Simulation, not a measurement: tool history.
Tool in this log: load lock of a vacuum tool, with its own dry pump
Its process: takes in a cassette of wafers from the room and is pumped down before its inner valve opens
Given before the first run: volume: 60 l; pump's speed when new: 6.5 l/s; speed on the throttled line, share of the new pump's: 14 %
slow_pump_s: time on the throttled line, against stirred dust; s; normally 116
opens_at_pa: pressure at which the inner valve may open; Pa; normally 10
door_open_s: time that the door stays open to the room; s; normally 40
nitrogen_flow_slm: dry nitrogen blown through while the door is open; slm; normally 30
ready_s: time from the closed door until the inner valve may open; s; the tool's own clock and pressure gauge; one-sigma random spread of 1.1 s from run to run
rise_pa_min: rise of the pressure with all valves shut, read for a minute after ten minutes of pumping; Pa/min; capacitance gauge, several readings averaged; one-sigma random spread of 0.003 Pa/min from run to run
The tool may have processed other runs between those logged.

| run | hour | slow_pump_s | opens_at_pa | door_open_s | nitrogen_flow_slm | incoming humidity of the room's air, % | ready_s | rise_pa_min |
|---|---|---|---|---|---|---|---|---|
| 1 | 0 | 116 | 10 | 40 | 30 | 43.6 | 208.6 | 0.029 |
| 2 | 141.7 | 116 | 10 | 40 | 30 | 45 | 208.8 | 0.03 |
| 3 | 306.4 | 116 | 10 | 97 | 30 | 44 | 208 | 0.045 |
| 4 | 490 | 116 | 10 | 97 | 30 | 45.6 | 207.7 | 0.046 |
| 5 | 648.5 | 116 | 10 | 97 | 30 | 46.1 | 208.2 | 0.05 |
|  | 768.3 | dry pump taken out, an overhauled one fitted |
| 6 | 792.1 | 116 | 10 | 40 | 30 | 46.1 | 185.1 | 0.033 |
| 7 | 1014.3 | 58 | 10 | 40 | 30 | 45.7 | 136.2 | 0.034 |
| 8 | 1215.9 | 116 | 10 | 40 | 30 | 44.8 | 185.8 | 0.036 |
| 9 | 1320.6 | 116 | 10 | 40 | 30 | 46.8 | 187.4 | 0.039 |
| 10 | 1445.5 | 104 | 8 | 29 | 30 | 46.6 | 179.9 | 0.037 |
| 11 | 1625.4 | 105 | 8 | 74 | 30 | 44.7 | 179.5 | 0.049 |
| 12 | 1756.4 | 163 | 11 | 214 | 5 | 47.8 | 225.6 | 0.133 |
| 13 | 1971.6 | 116 | 10 | 48 | 30 | 46.2 | 188.6 | 0.051 |
| 14 | 2122.5 | 210 | 8 | 30 | 10 | 48.3 | 272.3 | 0.054 |

What does the tool deliver on the next run?
| 15 | 2216.8 | 210 | 8 | 30 | 10 | 48.8 | ? | ? |

ready_s: 270.9 s
rise_pa_min: 0.056 Pa/min
With the hidden condition absent and the run-to-run variation left alone, this run would have shown ready_s 267.8 s, rise_pa_min 0.024 Pa/min.
